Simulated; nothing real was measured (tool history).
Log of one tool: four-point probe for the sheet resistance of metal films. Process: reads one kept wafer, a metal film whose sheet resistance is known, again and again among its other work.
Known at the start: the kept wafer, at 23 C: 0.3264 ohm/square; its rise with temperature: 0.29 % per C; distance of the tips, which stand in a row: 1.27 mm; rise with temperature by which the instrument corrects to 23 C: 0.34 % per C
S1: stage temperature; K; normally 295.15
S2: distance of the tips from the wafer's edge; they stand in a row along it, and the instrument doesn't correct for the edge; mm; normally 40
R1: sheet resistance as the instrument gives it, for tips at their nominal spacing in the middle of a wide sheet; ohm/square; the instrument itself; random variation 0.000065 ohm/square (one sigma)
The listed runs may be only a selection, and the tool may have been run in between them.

run    hour      S1  S2        R1
  1       0  295.15  40  0.325391
  2    34.9  295.15  40  0.325455
  3    64.4  295.15  41  0.325323
  4   110.9  295.15  41  0.325407
  5   172.2  295.15  41  0.325278
  6   206.3  295.15  41  0.325359
  7     249  295.15  41  0.325358
  8   279.7  295.15  41   0.32536
  9   318.8  295.15  41  0.325253
      369.8  -- stage's thermometer calibrated
 10   375.6  295.15  41  0.324947
 11   407.8  295.15  40  0.324798
 12   444.2  295.15  40  0.324826
 13   485.3  295.15  40  0.324746
 14   519.2  295.15  40  0.324859
 15     566  295.15  40  0.324743
 16   602.9  295.15  40  0.324902
 17   638.9  295.15  40  0.324736
 18   668.5  295.15  40  0.324896
 19   724.6  295.15  12  0.326542
 20   778.5  295.15  12  0.326525
 21   833.6  295.15  12  0.326443
 22   882.1  295.15  12  0.326577
 23     928  295.15   5  0.335532
 24   966.3  304.15   6  0.330698
 25  1006.5  295.15   7  0.330179
 26  1032.4  306.15  41  0.322892
 27  1085.5  306.15  41  0.322858
 28  1114.8  306.15  41   0.32292
 29  1175.5  293.15  46  0.325042
 30  1204.6  295.15  40  0.324696
 31  1250.4  295.15  24   0.32495
 32  1293.8  295.15  24  0.325008
 33  1339.7  302.15  40  0.323481
 34  1369.4  304.15   9   0.32631
 35  1409.3  304.15   9  0.326378
 36    1437  304.15   9  0.326403
 37  1494.4  306.15  40   0.32272
 38  1554.1  296.15   6  0.331884
 39  1613.5  296.15   6  0.331812
 40  1647.5  296.15  21  0.324871
 41  1711.3  296.15  21  0.324697
 42  1773.8  306.15  10  0.325341
 43  1824.7  306.15  10  0.325379
 44  1869.8  300.15  42  0.323611

A few steps of R1 between consecutive runs. Split each: what settings, incoming material and random variation would produce without the hidden state, and what is left over for the hidden state, along with gauge scatter present in only one of the two compared results (measured, and without hidden state):
Hidden state present: inner tips' distance over the nominal, %; tips' flats over new ones', %; wafer's true temperature over the reading, C; drift of the gauge itself on sheet_ohm, %.
Run 9 -> 10: stage's thermometer calibrated. R1 -0.000306 ohm/square: hidden state -0.000404, all else +0.000098.
Run 22 -> 23: S2 12 -> 5. R1 +0.008955 ohm/square: hidden state -0.000063, all else +0.009018.
Run 25 -> 26: S1 295.15 -> 306.15, S2 7 -> 41. R1 -0.007287 ohm/square: hidden state +0.000035, all else -0.007322.
Run 37 -> 38: S1 306.15 -> 296.15, S2 40 -> 6. R1 +0.009164 ohm/square: hidden state -0.00007, all else +0.009234.

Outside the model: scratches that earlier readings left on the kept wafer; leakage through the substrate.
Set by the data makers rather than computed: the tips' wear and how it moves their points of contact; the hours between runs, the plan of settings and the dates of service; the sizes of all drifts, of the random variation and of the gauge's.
